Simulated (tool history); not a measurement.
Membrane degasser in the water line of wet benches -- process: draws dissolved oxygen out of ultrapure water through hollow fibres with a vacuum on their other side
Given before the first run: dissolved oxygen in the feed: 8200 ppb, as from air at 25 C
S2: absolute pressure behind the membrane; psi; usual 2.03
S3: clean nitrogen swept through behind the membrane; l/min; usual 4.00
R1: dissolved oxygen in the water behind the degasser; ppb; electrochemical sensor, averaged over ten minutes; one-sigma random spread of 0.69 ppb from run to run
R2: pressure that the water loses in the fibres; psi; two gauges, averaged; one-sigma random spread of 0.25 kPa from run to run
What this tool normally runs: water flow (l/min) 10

run 1 hour=0.0 | water_flow_(l/min)=10 S2=2.03 S3=4.00 | R1=73.2 R2=9.530
run 2 hour=53.9 | water_flow_(l/min)=10 S2=2.03 S3=4.00 | R1=73.8 R2=9.429
run 3 hour=93.0 | water_flow_(l/min)=10 S2=2.63 S3=4.00 | R1=98.4 R2=9.432
run 4 hour=131.1 | water_flow_(l/min)=10 S2=2.63 S3=4.00 | R1=97.7 R2=9.532
run 5 hour=189.6 | water_flow_(l/min)=10 S2=2.03 S3=4.00 | R1=73.1 R2=9.443
run 6 hour=255.5 | water_flow_(l/min)=10 S2=4.02 S3=4.00 | R1=157.3 R2=9.435
run 7 hour=325.8 | water_flow_(l/min)=10 S2=4.02 S3=4.00 | R1=159.0 R2=9.490
run 8 hour=378.6 | water_flow_(l/min)=10 S2=4.02 S3=4.00 | R1=155.1 R2=9.491
run 9 hour=447.7 | water_flow_(l/min)=10 S2=4.02 S3=4.00 | R1=157.4 R2=9.516
run 10 hour=506.0 | water_flow_(l/min)=10 S2=2.03 S3=4.00 | R1=74.0 R2=9.514
run 11 hour=575.6 | water_flow_(l/min)=10 S2=2.03 S3=4.00 | R1=73.2 R2=9.454
run 12 hour=645.6 | water_flow_(l/min)=7 S2=2.03 S3=4.00 | R1=50.7 R2=6.625
run 13 hour=700.8 | water_flow_(l/min)=7 S2=2.03 S3=4.00 | R1=50.8 R2=6.638
run 14 hour=771.0 | water_flow_(l/min)=7 S2=2.03 S3=4.00 | R1=49.0 R2=6.585
run 15 hour=835.1 | water_flow_(l/min)=10 S2=2.03 S3=4.00 | R1=74.9 R2=9.494
run 16 hour=889.8 | water_flow_(l/min)=10 S2=2.03 S3=4.00 | R1=74.4 R2=9.436
run 17 hour=939.1 | water_flow_(l/min)=10 S2=2.03 S3=4.00 | R1=74.2 R2=9.532
run 18 hour=993.0 | water_flow_(l/min)=13 S2=1.42 S3=5.86 | R1=48.7 R2=12.382
run 19 hour=1040.4 | water_flow_(l/min)=16 S2=1.51 S3=5.51 | R1=70.9 R2=15.229
run 20 hour=1091.5 | water_flow_(l/min)=16 S2=1.51 S3=5.51 | R1=72.0 R2=15.197
-- hour=1096.6 vacuum gauge calibrated
run 21 hour=1138.3 | water_flow_(l/min)=7 S2=1.62 S3=4.83 | R1=33.2 R2=6.622
run 22 hour=1198.7 | water_flow_(l/min)=7 S2=1.62 S3=4.83 | R1=32.3 R2=6.644
run 23 hour=1259.2 | water_flow_(l/min)=7 S2=1.62 S3=4.83 | R1=33.1 R2=6.656
-- hour=1295.3 vacuum gauge calibrated, once more
run 24 hour=1296.1 | water_flow_(l/min)=10 S2=2.03 S3=4.00 | R1=73.2 R2=9.510
run 25 hour=1341.8 | water_flow_(l/min)=10 S2=2.26 S3=6.11 | R1=56.2 R2=9.480
run 26 hour=1410.8 | water_flow_(l/min)=10 S2=2.26 S3=6.11 | R1=56.2 R2=9.526
run 27 hour=1472.0 | water_flow_(l/min)=6 S2=1.58 S3=4.00 | R1=30.9 R2=5.758
run 28 hour=1508.5 | water_flow_(l/min)=6 S2=1.58 S3=4.00 | R1=30.9 R2=5.694
run 29 hour=1554.8 | water_flow_(l/min)=6 S2=1.58 S3=4.00 | R1=30.6 R2=5.743
run 30 hour=1619.9 | water_flow_(l/min)=9 S2=1.58 S3=4.00 | R1=46.8 R2=8.580
run 31 hour=1655.4 | water_flow_(l/min)=15 S2=2.03 S3=4.00 | R1=116.9 R2=14.227
run 32 hour=1712.3 | water_flow_(l/min)=15 S2=2.03 S3=4.00 | R1=115.1 R2=14.350
run 33 hour=1747.6 | water_flow_(l/min)=12 S2=3.35 S3=9.79 | R1=71.5 R2=11.439

Measured minus without-hidden-state, run by run (identical run-to-run variation in each term; gauge scatter may differ):
The hidden state here: membrane still open, %; true pressure behind the membrane over the reading, kPa; air that leaks in behind the membrane, l/min; drift of the gauge itself on oxygen_ppb, %; drift of the gauge itself on loss_of_pressure_kpa, %.
run=1 R1=+1.8 R2=+0.016
run=2 R1=+1.8 R2=+0.019
run=3 R1=+2.2 R2=+0.019
run=4 R1=+2.2 R2=+0.022
run=5 R1=+1.9 R2=+0.023
run=6 R1=+3.2 R2=+0.028
run=7 R1=+3.4 R2=+0.029
run=8 R1=+3.3 R2=+0.030
run=9 R1=+3.5 R2=+0.035
run=10 R1=+2.2 R2=+0.036
run=11 R1=+2.2 R2=+0.038
run=12 R1=+2.0 R2=+0.029
run=13 R1=+2.0 R2=+0.030
run=14 R1=+2.0 R2=+0.032
run=15 R1=+2.5 R2=+0.049
run=16 R1=+2.6 R2=+0.051
run=17 R1=+2.5 R2=+0.052
run=18 R1=+1.9 R2=+0.071
run=19 R1=+2.5 R2=+0.091
run=20 R1=+2.5 R2=+0.094
run=21 R1=+2.0 R2=+0.042
run=22 R1=+2.0 R2=+0.044
run=23 R1=+2.0 R2=+0.045
run=24 R1=+1.5 R2=+0.067
run=25 R1=+1.3 R2=+0.068
run=26 R1=+1.3 R2=+0.071
run=27 R1=+1.1 R2=+0.045
run=28 R1=+1.1 R2=+0.045
run=29 R1=+1.1 R2=+0.045
run=30 R1=+1.2 R2=+0.071
run=31 R1=+2.1 R2=+0.120
run=32 R1=+2.1 R2=+0.125
run=33 R1=+1.8 R2=+0.102
